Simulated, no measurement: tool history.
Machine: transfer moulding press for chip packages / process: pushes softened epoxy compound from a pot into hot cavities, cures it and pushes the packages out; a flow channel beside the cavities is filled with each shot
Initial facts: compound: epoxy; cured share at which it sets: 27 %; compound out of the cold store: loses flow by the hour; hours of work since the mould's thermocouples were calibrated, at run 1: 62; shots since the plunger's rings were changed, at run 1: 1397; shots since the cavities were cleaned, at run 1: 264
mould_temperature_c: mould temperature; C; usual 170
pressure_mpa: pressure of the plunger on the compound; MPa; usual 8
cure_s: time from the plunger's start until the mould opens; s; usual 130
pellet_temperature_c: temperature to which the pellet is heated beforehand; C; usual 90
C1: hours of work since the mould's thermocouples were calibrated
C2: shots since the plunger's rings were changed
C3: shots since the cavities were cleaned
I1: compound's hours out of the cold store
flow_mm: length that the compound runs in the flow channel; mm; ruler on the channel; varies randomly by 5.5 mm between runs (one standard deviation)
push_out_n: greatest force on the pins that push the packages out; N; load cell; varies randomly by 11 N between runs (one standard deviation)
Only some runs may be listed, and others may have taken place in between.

run 1 hour=0 | mould_temperature_c=170 pressure_mpa=8 cure_s=130 pellet_temperature_c=90 | C1=62 C2=1397 C3=264 | I1=17.5 | flow_mm=551 push_out_n=502
run 2 hour=7.7 | mould_temperature_c=170 pressure_mpa=8 cure_s=130 pellet_temperature_c=90 | C1=65 C2=1446 C3=313 | I1=22.1 | flow_mm=535 push_out_n=487
run 3 hour=14.2 | mould_temperature_c=170 pressure_mpa=8 cure_s=130 pellet_temperature_c=90 | C1=68 C2=1486 C3=353 | I1=32.8 | flow_mm=512 push_out_n=491
run 4 hour=19.3 | mould_temperature_c=170 pressure_mpa=8 cure_s=130 pellet_temperature_c=90 | C1=70 C2=1518 C3=385 | I1=25.6 | flow_mm=532 push_out_n=489
run 5 hour=24.3 | mould_temperature_c=170 pressure_mpa=8 cure_s=130 pellet_temperature_c=90 | C1=72 C2=1549 C3=416 | I1=47.2 | flow_mm=477 push_out_n=492
run 6 hour=28.7 | mould_temperature_c=175 pressure_mpa=8 cure_s=130 pellet_temperature_c=90 | C1=74 C2=1577 C3=444 | I1=29 | flow_mm=503 push_out_n=451
run 7 hour=35.7 | mould_temperature_c=175 pressure_mpa=8.87 cure_s=130 pellet_temperature_c=90 | C1=77 C2=1621 C3=488 | I1=24.7 | flow_mm=544 push_out_n=453
run 8 hour=45.6 | mould_temperature_c=175 pressure_mpa=8.87 cure_s=130 pellet_temperature_c=90 | C1=81 C2=1682 C3=549 | I1=9.8 | flow_mm=586 push_out_n=430
run 9 hour=54.1 | mould_temperature_c=170 pressure_mpa=8 cure_s=130 pellet_temperature_c=90 | C1=85 C2=1736 C3=603 | I1=14.4 | flow_mm=557 push_out_n=503
run 10 hour=62.4 | mould_temperature_c=170 pressure_mpa=8 cure_s=130 pellet_temperature_c=90 | C1=89 C2=1788 C3=655 | I1=32.7 | flow_mm=511 push_out_n=475
run 11 hour=68.6 | mould_temperature_c=170 pressure_mpa=8 cure_s=130 pellet_temperature_c=90 | C1=91 C2=1827 C3=694 | I1=29.9 | flow_mm=515 push_out_n=481
run 12 hour=75.8 | mould_temperature_c=170 pressure_mpa=8 cure_s=130 pellet_temperature_c=90 | C1=95 C2=1871 C3=738 | I1=20.9 | flow_mm=538 push_out_n=499
run 13 hour=83.3 | mould_temperature_c=170 pressure_mpa=8 cure_s=130 pellet_temperature_c=90 | C1=98 C2=1918 C3=785 | I1=28.2 | flow_mm=519 push_out_n=493
run 14 hour=92.5 | mould_temperature_c=170 pressure_mpa=8 cure_s=130 pellet_temperature_c=90 | C1=102 C2=1976 C3=843 | I1=11.9 | flow_mm=565 push_out_n=493
run 15 hour=97.7 | mould_temperature_c=170 pressure_mpa=8 cure_s=130 pellet_temperature_c=90 | C1=104 C2=2008 C3=875 | I1=14.2 | flow_mm=569 push_out_n=494
run 16 hour=106.9 | mould_temperature_c=170 pressure_mpa=8 cure_s=130 pellet_temperature_c=90 | C1=108 C2=2066 C3=933 | I1=16.6 | flow_mm=554 push_out_n=495
run 17 hour=112.4 | mould_temperature_c=166 pressure_mpa=7.43 cure_s=143 pellet_temperature_c=98 | C1=110 C2=2100 C3=967 | I1=25.3 | flow_mm=507 push_out_n=531
run 18 hour=120.2 | mould_temperature_c=168 pressure_mpa=8.75 cure_s=143 pellet_temperature_c=98 | C1=114 C2=2149 C3=1016 | I1=32.6 | flow_mm=535 push_out_n=471
-- hour=127.1 cavities cleaned with cleaning compound and waxed
run 19 hour=127.4 | mould_temperature_c=175 pressure_mpa=7.5 cure_s=130 pellet_temperature_c=90 | C1=116 C2=2185 C3=2 | I1=46.7 | flow_mm=456 push_out_n=424
run 20 hour=136.9 | mould_temperature_c=164 pressure_mpa=8 cure_s=142 pellet_temperature_c=90 | C1=120 C2=2244 C3=61 | I1=18.2 | flow_mm=570 push_out_n=582
run 21 hour=142.3 | mould_temperature_c=164 pressure_mpa=8 cure_s=142 pellet_temperature_c=90 | C1=123 C2=2278 C3=95 | I1=29.6 | flow_mm=531 push_out_n=578
run 22 hour=151 | mould_temperature_c=164 pressure_mpa=8 cure_s=142 pellet_temperature_c=90 | C1=126 C2=2333 C3=150 | I1=26.6 | flow_mm=536 push_out_n=548
run 23 hour=157 | mould_temperature_c=176 pressure_mpa=7.34 cure_s=142 pellet_temperature_c=98 | C1=129 C2=2370 C3=187 | I1=47.8 | flow_mm=443 push_out_n=417
run 24 hour=165.5 | mould_temperature_c=163 pressure_mpa=7.34 cure_s=164 pellet_temperature_c=98 | C1=133 C2=2423 C3=240 | I1=33.5 | flow_mm=499 push_out_n=489
run 25 hour=171.1 | mould_temperature_c=163 pressure_mpa=7.34 cure_s=164 pellet_temperature_c=98 | C1=135 C2=2458 C3=275 | I1=26.5 | flow_mm=517 push_out_n=504
run 26 hour=178.2 | mould_temperature_c=175 pressure_mpa=7.34 cure_s=149 pellet_temperature_c=87 | C1=138 C2=2502 C3=319 | I1=33.1 | flow_mm=475 push_out_n=425
run 27 hour=185.3 | mould_temperature_c=170 pressure_mpa=8.46 cure_s=130 pellet_temperature_c=90 | C1=141 C2=2547 C3=364 | I1=21.7 | flow_mm=550 push_out_n=490
run 28 hour=193 | mould_temperature_c=170 pressure_mpa=8.46 cure_s=130 pellet_temperature_c=90 | C1=145 C2=2595 C3=412 | I1=37.2 | flow_mm=521 push_out_n=471
run 29 hour=198.5 | mould_temperature_c=170 pressure_mpa=8.46 cure_s=130 pellet_temperature_c=90 | C1=147 C2=2629 C3=446 | I1=8.2 | flow_mm=589 push_out_n=482

What if the next run were any one of these 3? Each begins from the tool's condition after run 29:
run A hour=207.2 | mould_temperature_c=170 pressure_mpa=8.46 cure_s=130 pellet_temperature_c=90 | C1=151 C2=2684 C3=501 | I1=28.9 | flow_mm=? push_out_n=?
run B hour=207.2 | mould_temperature_c=170 pressure_mpa=8 cure_s=130 pellet_temperature_c=85 | C1=151 C2=2684 C3=501 | I1=29.3 | flow_mm=? push_out_n=?
run C hour=207.2 | mould_temperature_c=170 pressure_mpa=8 cure_s=160 pellet_temperature_c=98 | C1=151 C2=2684 C3=501 | I1=10.2 | flow_mm=? push_out_n=?

run=A flow_mm=542 push_out_n=497
run=B flow_mm=524 push_out_n=496
run=C flow_mm=569 push_out_n=444
Stripped of hidden state, with their random variation kept, the same runs would have yielded:
run=A flow_mm=542 push_out_n=492
run=B flow_mm=524 push_out_n=491
run=C flow_mm=569 push_out_n=439

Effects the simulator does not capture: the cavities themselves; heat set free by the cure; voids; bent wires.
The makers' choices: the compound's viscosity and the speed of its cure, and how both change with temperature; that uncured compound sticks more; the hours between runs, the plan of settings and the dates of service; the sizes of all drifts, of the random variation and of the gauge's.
